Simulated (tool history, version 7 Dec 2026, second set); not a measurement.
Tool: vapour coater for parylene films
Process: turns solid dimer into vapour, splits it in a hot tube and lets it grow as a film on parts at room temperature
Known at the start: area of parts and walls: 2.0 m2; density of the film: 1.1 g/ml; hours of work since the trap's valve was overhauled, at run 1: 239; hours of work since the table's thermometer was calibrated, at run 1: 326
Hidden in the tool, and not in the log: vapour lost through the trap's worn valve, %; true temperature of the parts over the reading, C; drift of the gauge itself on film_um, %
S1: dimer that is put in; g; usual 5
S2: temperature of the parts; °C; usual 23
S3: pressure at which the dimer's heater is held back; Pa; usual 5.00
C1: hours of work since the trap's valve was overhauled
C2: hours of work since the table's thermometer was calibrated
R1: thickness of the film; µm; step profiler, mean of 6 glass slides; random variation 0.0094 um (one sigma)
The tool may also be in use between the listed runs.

{"run": 1, "hour": 0.0, "S1": 5, "S2": 23, "S3": 5.0, "C1": 239, "C2": 326, "R1": 1.346}
{"run": 2, "hour": 20.4, "S1": 5, "S2": 23, "S3": 5.0, "C1": 248, "C2": 335, "R1": 1.327}
{"run": 3, "hour": 37.5, "S1": 5, "S2": 30, "S3": 5.0, "C1": 255, "C2": 342, "R1": 1.001}
{"run": 4, "hour": 50.7, "S1": 5, "S2": 24, "S3": 5.0, "C1": 260, "C2": 348, "R1": 1.262}
{"run": 5, "hour": 64.0, "S1": 5, "S2": 23, "S3": 3.6, "C1": 266, "C2": 353, "R1": 1.413}
{"run": 6, "hour": 81.2, "S1": 5, "S2": 23, "S3": 3.6, "C1": 273, "C2": 360, "R1": 1.398}
{"run": 7, "hour": 101.8, "S1": 5, "S2": 23, "S3": 5.0, "C1": 282, "C2": 369, "R1": 1.316}
{"run": 8, "hour": 115.7, "S1": 5, "S2": 23, "S3": 5.0, "C1": 288, "C2": 375, "R1": 1.33}
{"run": 9, "hour": 127.4, "S1": 5, "S2": 23, "S3": 5.0, "C1": 292, "C2": 380, "R1": 1.324}
{"run": 10, "hour": 143.7, "S1": 5, "S2": 19, "S3": 5.0, "C1": 299, "C2": 387, "R1": 1.544}
{"run": 11, "hour": 159.4, "S1": 5, "S2": 19, "S3": 5.0, "C1": 306, "C2": 393, "R1": 1.54}
{"run": 12, "hour": 177.3, "S1": 5, "S2": 19, "S3": 5.0, "C1": 313, "C2": 401, "R1": 1.547}
{"hour": 183.0, "done": "trap's valve overhauled"}
{"run": 13, "hour": 195.8, "S1": 5, "S2": 19, "S3": 5.0, "C1": 5, "C2": 407, "R1": 1.497}
{"run": 14, "hour": 215.9, "S1": 5, "S2": 19, "S3": 5.0, "C1": 14, "C2": 415, "R1": 1.493}
{"run": 15, "hour": 228.4, "S1": 2, "S2": 28, "S3": 10.75, "C1": 19, "C2": 421, "R1": 0.354}

Forecast run 16:
{"run": 16, "hour": 238.7, "S1": 9, "S2": 15, "S3": 8.12, "C1": 23, "C2": 425, "R1": "?"}

Run 16 gave R1 2.891 µm.
Without the tool's hidden state the same run would have given R1 3.163 µm.
